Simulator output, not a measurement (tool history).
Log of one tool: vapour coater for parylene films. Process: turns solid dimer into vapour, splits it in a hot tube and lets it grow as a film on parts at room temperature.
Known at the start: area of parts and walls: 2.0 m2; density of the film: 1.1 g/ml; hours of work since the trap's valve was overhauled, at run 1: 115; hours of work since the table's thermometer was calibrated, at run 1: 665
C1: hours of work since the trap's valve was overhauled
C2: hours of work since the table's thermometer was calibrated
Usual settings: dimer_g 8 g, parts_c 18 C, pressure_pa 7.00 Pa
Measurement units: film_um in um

Run 1, hour 0.0: usual settings; C1 115; C2 665. Result: film_um 2.53 um.
Run 2, hour 23.9: usual settings; C1 131; C2 681. Result: film_um 2.55 um.
Run 3, hour 55.6: usual settings; C1 151; C2 701. Result: film_um 2.51 um.
Run 4, hour 79.4: usual settings; C1 166; C2 716. Result: film_um 2.52 um.
Run 5, hour 104.8: usual settings but pressure_pa 2.24 Pa; C1 182; C2 732. Result: film_um 2.69 um.
Run 6, hour 122.6: usual settings but parts_c 17 C, pressure_pa 2.24 Pa; C1 193; C2 743. Result: film_um 2.77 um.
Run 7, hour 145.0: usual settings; C1 207; C2 757. Result: film_um 2.52 um.
Run 8, hour 160.1: usual settings; C1 217; C2 767. Result: film_um 2.48 um.
Run 9, hour 179.8: usual settings; C1 229; C2 779. Result: film_um 2.52 um.
Run 10, hour 206.2: usual settings but pressure_pa 8.69 Pa; C1 246; C2 796. Result: film_um 2.48 um.
Run 11, hour 228.3: usual settings but dimer_g 10 g; C1 260; C2 810. Result: film_um 3.14 um.
Run 12, hour 244.8: usual settings but dimer_g 10 g; C1 271; C2 821. Result: film_um 3.16 um.
At hour 259.0: table's thermometer calibrated.
Run 13, hour 278.0: usual settings but parts_c 24 C; C1 291; C2 12. Result: film_um 1.96 um.
Run 14, hour 307.1: usual settings; C1 310; C2 31. Result: film_um 2.51 um.
Run 15, hour 337.2: usual settings; C1 329; C2 50. Result: film_um 2.50 um.
Run 16, hour 365.9: usual settings; C1 347; C2 68. Result: film_um 2.52 um.
Run 17, hour 398.6: usual settings but pressure_pa 4.04 Pa; C1 368; C2 89. Result: film_um 2.57 um.
Run 18, hour 423.6: usual settings but dimer_g 9 g, pressure_pa 4.04 Pa; C1 384; C2 104. Result: film_um 2.89 um.
Run 19, hour 441.9: usual settings but dimer_g 9 g, pressure_pa 3.32 Pa; C1 395; C2 116. Result: film_um 2.96 um.
Run 20, hour 474.9: usual settings but parts_c 19 C; C1 416; C2 137. Result: film_um 2.42 um.
Run 21, hour 495.6: usual settings but pressure_pa 3.42 Pa; C1 429; C2 150. Result: film_um 2.60 um.
Run 22, hour 510.9: usual settings but pressure_pa 3.42 Pa; C1 439; C2 160. Result: film_um 2.62 um.
Run 23, hour 529.2: usual settings but dimer_g 12 g, parts_c 12 C, pressure_pa 2.38 Pa; C1 451; C2 171. Result: film_um 5.10 um.
Run 24, hour 550.9: usual settings but parts_c 12 C, pressure_pa 7.19 Pa; C1 464; C2 185. Result: film_um 3.09 um.
Run 25, hour 571.3: usual settings but parts_c 12 C, pressure_pa 7.19 Pa; C1 477; C2 198. Result: film_um 3.13 um.
Run 26, hour 592.3: usual settings but dimer_g 13 g, parts_c 14 C, pressure_pa 2.48 Pa; C1 491; C2 212. Result: film_um 5.06 um.
Run 27, hour 619.0: usual settings but dimer_g 13 g, parts_c 14 C, pressure_pa 2.48 Pa; C1 508; C2 228. Result: film_um 5.06 um.
Run 28, hour 641.1: usual settings but dimer_g 13 g, parts_c 14 C, pressure_pa 2.04 Pa; C1 522; C2 242. Result: film_um 5.06 um.
Run 29, hour 673.4: usual settings but parts_c 14 C, pressure_pa 2.04 Pa; C1 542; C2 263. Result: film_um 3.11 um.
Run 30, hour 694.5: usual settings but parts_c 20 C, pressure_pa 5.71 Pa; C1 556; C2 276. Result: film_um 2.31 um.
Run 31, hour 712.9: usual settings but parts_c 28 C, pressure_pa 5.71 Pa; C1 567; C2 288. Result: film_um 1.71 um.
Run 32, hour 743.8: usual settings but dimer_g 4 g, parts_c 14 C, pressure_pa 4.48 Pa; C1 587; C2 308. Result: film_um 1.51 um.
Run 33, hour 759.9: usual settings but dimer_g 4 g, parts_c 17 C, pressure_pa 3.07 Pa; C1 597; C2 318. Result: film_um 1.36 um.
Run 34, hour 786.6: usual settings but dimer_g 5 g, parts_c 10 C, pressure_pa 4.24 Pa; C1 614; C2 335. Result: film_um 2.15 um.
Run 35, hour 814.8: usual settings but parts_c 11 C, pressure_pa 3.13 Pa; C1 632; C2 353. Result: film_um 3.41 um.
Run 36, hour 831.8: usual settings but dimer_g 3 g, parts_c 13 C, pressure_pa 3.06 Pa; C1 643; C2 364. Result: film_um 1.19 um.
Run 37, hour 852.7: usual settings but dimer_g 11 g, parts_c 13 C, pressure_pa 3.06 Pa; C1 656; C2 377. Result: film_um 4.37 um.

Branching from run 37: 4 alternative next runs. What would each branch give?
Run A, hour 874.5: usual settings but dimer_g 9 g, pressure_pa 4.33 Pa; C1 670; C2 391. Result: film_um ?.
Run B, hour 874.5: usual settings but dimer_g 9 g, parts_c 14 C, pressure_pa 10.91 Pa; C1 670; C2 391. Result: film_um ?.
Run C, hour 874.5: usual settings but dimer_g 7 g, pressure_pa 9.32 Pa; C1 670; C2 391. Result: film_um ?.
Run D, hour 874.5: usual settings but parts_c 20 C, pressure_pa 5.47 Pa; C1 670; C2 391. Result: film_um ?.

run  film_um
  A     2.89
  B     3.23
  C     2.19
  D     2.32
With no hidden state in the tool, these same runs would have given:
run  film_um
  A     2.90
  B     3.24
  C     2.20
  D     2.32
